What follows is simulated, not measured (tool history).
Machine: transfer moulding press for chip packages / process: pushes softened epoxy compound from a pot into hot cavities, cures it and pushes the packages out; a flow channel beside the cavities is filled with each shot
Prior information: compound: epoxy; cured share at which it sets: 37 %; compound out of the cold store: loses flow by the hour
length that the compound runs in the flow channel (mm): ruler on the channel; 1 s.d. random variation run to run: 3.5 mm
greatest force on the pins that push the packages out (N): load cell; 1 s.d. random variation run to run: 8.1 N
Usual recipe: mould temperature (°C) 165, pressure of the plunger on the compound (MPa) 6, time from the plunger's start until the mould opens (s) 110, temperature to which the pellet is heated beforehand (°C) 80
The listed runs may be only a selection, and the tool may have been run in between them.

run,hour,mould temperature (°C),pressure of the plunger on the compound (MPa),time from the plunger's start until the mould opens (s),temperature to which the pellet is heated beforehand (°C),incoming compound's hours out of the cold store,length that the compound runs in the flow channel (mm),greatest force on the pins that push the packages out (N)
1,0,165,6,110,80,31.1,571,477
# hour 34.8: cavities cleaned with cleaning compound and waxed
2,35.9,165,6.69,110,80,47.2,567,826
# hour 63.8: mould's thermocouples calibrated
3,69.9,165,6.69,110,80,12.6,623,822
# hour 84.3: cavities cleaned with cleaning compound and waxed
4,105.8,165,6.69,115,80,47,554,535
# hour 129.9: cavities cleaned with cleaning compound and waxed
5,130.7,165,6,148,80,30,553,346
6,156.8,165,6,110,80,43.9,521,616
# hour 176.6: cavities cleaned with cleaning compound and waxed
7,195.7,165,6,110,80,46,517,511
# hour 203.3: cavities cleaned with cleaning compound and waxed, once more
8,241,165,6,110,80,43.8,510,626
# hour 252.3: cavities cleaned with cleaning compound and waxed
9,279,165,6,110,80,28.6,535,581
# hour 298.5: cavities cleaned with cleaning compound and waxed
10,324.2,162,6,97,80,17.2,558,738
# hour 346.4: cavities cleaned with cleaning compound and waxed
11,366.1,162,6,97,80,31.5,525,677
# hour 392.9: cavities cleaned with cleaning compound and waxed
12,415.2,162,6,97,80,43.8,496,645
# hour 441.2: cavities cleaned with cleaning compound and waxed
13,454.3,162,6.81,100,84,36.5,544,573
14,475.2,162,6.81,100,84,34,541,726
# hour 489.5: cavities cleaned with cleaning compound and waxed
# hour 494.9: plunger's sealing rings changed
15,499,162,6.81,100,84,33.3,610,491
# hour 540.1: cavities cleaned with cleaning compound and waxed
16,545.8,162,6.81,100,84,21.7,624,496
17,568.8,162,6.81,100,84,30.4,616,685
# hour 587.4: cavities cleaned with cleaning compound and waxed
18,611.5,169,4.89,110,80,23.3,502,550

Each row is a separate what-if for the run after 18, all from the same tool condition, not one after another. Results?
# hour 634.3: cavities cleaned with cleaning compound and waxed
# hour 641.5: mould's thermocouples calibrated
A,657,165,6,109,80,37.4,?,?
# hour 634.3: cavities cleaned with cleaning compound and waxed
# hour 641.5: mould's thermocouples calibrated
B,657,157,5.77,110,70,8.7,?,?
# hour 634.3: cavities cleaned with cleaning compound and waxed
# hour 641.5: mould's thermocouples calibrated
C,657,165,6.09,116,80,41.8,?,?

run,length that the compound runs in the flow channel (mm),greatest force on the pins that push the packages out (N)
A,534,536
B,612,756
C,526,510
Without the tool's hidden state the same runs would have given:
run,length that the compound runs in the flow channel (mm),greatest force on the pins that push the packages out (N)
A,557,343
B,639,498
C,548,326

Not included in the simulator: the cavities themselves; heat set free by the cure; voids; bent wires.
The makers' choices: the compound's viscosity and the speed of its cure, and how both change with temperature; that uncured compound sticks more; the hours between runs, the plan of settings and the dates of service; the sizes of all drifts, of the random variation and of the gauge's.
